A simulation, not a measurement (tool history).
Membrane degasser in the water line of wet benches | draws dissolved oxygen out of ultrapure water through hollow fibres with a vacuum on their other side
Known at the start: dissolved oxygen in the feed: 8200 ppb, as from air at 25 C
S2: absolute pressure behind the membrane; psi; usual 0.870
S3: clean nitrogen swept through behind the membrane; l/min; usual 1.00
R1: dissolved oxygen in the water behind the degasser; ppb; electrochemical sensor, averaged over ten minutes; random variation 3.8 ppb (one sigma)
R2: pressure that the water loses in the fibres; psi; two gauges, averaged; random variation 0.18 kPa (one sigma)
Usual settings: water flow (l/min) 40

run 1 day=0.000 | water_flow_(l/min)=40 S2=0.870 S3=1.00 | R1=435.4 R2=5.094
run 2 day=6.308 | water_flow_(l/min)=49 S2=0.870 S3=1.00 | R1=563.8 R2=6.287
run 3 day=15.979 | water_flow_(l/min)=49 S2=0.870 S3=1.00 | R1=568.0 R2=6.196
run 4 day=26.892 | water_flow_(l/min)=40 S2=0.870 S3=1.00 | R1=432.1 R2=5.146
run 5 day=32.312 | water_flow_(l/min)=40 S2=0.870 S3=1.00 | R1=444.2 R2=5.155
run 6 day=43.304 | water_flow_(l/min)=40 S2=0.870 S3=0.84 | R1=479.6 R2=5.094
run 7 day=55.688 | water_flow_(l/min)=40 S2=1.501 S3=1.00 | R1=740.1 R2=5.137
run 8 day=63.875 | water_flow_(l/min)=40 S2=1.501 S3=1.00 | R1=749.0 R2=5.178
run 9 day=75.067 | water_flow_(l/min)=40 S2=0.870 S3=1.00 | R1=446.0 R2=5.155
run 10 day=83.700 | water_flow_(l/min)=40 S2=0.870 S3=2.04 | R1=346.1 R2=5.176
run 11 day=93.700 | water_flow_(l/min)=40 S2=0.870 S3=2.04 | R1=359.4 R2=5.149
run 12 day=105.412 | water_flow_(l/min)=40 S2=0.870 S3=0.71 | R1=540.0 R2=5.192
run 13 day=116.508 | water_flow_(l/min)=40 S2=0.870 S3=0.71 | R1=542.3 R2=5.192
run 14 day=126.625 | water_flow_(l/min)=40 S2=0.870 S3=1.00 | R1=468.4 R2=5.213
run 15 day=136.250 | water_flow_(l/min)=40 S2=0.870 S3=1.00 | R1=478.0 R2=5.236
run 16 day=148.796 | water_flow_(l/min)=40 S2=0.870 S3=1.00 | R1=478.5 R2=5.256
run 17 day=154.567 | water_flow_(l/min)=40 S2=0.870 S3=1.00 | R1=448.8 R2=5.245
run 18 day=165.446 | water_flow_(l/min)=40 S2=0.870 S3=0.43 | R1=606.1 R2=5.255
run 19 day=172.783 | water_flow_(l/min)=40 S2=0.870 S3=0.43 | R1=618.7 R2=5.233
run 20 day=180.717 | water_flow_(l/min)=40 S2=0.870 S3=0.43 | R1=617.7 R2=5.211
run 21 day=186.992 | water_flow_(l/min)=40 S2=0.870 S3=0.43 | R1=620.3 R2=5.256
run 22 day=193.025 | water_flow_(l/min)=33 S2=0.870 S3=0.49 | R1=478.0 R2=4.355
run 23 day=201.167 | water_flow_(l/min)=33 S2=0.870 S3=0.49 | R1=471.1 R2=4.403
run 24 day=206.525 | water_flow_(l/min)=63 S2=0.876 S3=2.26 | R1=676.2 R2=8.364
run 25 day=216.783 | water_flow_(l/min)=28 S2=0.870 S3=2.78 | R1=176.1 R2=3.712
run 26 day=223.654 | water_flow_(l/min)=28 S2=1.314 S3=2.78 | R1=251.0 R2=3.733
run 27 day=231.246 | water_flow_(l/min)=28 S2=1.314 S3=2.78 | R1=253.3 R2=3.645
run 28 day=241.317 | water_flow_(l/min)=28 S2=1.314 S3=2.78 | R1=247.8 R2=3.730
run 29 day=249.083 | water_flow_(l/min)=40 S2=0.870 S3=1.51 | R1=400.9 R2=5.346
run 30 day=261.112 | water_flow_(l/min)=40 S2=0.870 S3=1.51 | R1=407.2 R2=5.355
run 31 day=268.154 | water_flow_(l/min)=40 S2=0.870 S3=1.51 | R1=410.0 R2=5.424
run 32 day=279.008 | water_flow_(l/min)=40 S2=0.870 S3=1.51 | R1=421.8 R2=5.391
run 33 day=290.458 | water_flow_(l/min)=40 S2=0.564 S3=1.51 | R1=307.5 R2=5.395

Not shown: 3 entries that the log had between the listed runs. Between which runs, and how does the tool's hidden state differ before and after?
Between runs 2 and 3: seals of the vacuum lines changed (day 12.667)
  membrane still open, %: 94.9 -> 94.7; true pressure behind the membrane over the reading, kPa: 0.2 -> 0.22; air that leaks in behind the membrane, l/min: 0.0179 -> 0.0022
  measured less the result without the state, R1: +63.8 -> +67.0 ppb; R2: +0.319 -> +0.329 psi
Between runs 10 and 11: vacuum gauge calibrated (day 84.512)
  membrane still open, %: 93.4 -> 93.2; true pressure behind the membrane over the reading, kPa: 0.31 -> 0.48; air that leaks in behind the membrane, l/min: 0.0061 -> 0.0067
  measured less the result without the state, R1: +60.8 -> +70.1 ppb; R2: +0.341 -> +0.350 psi
Between runs 16 and 17: vacuum gauge calibrated, once more (day 153.654)
  membrane still open, %: 92.2 -> 92.1; true pressure behind the membrane over the reading, kPa: 0.56 -> 0.02; air that leaks in behind the membrane, l/min: 0.0102 -> 0.0105
  measured less the result without the state, R1: +98.2 -> +61.1 ppb; R2: +0.410 -> +0.418 psi
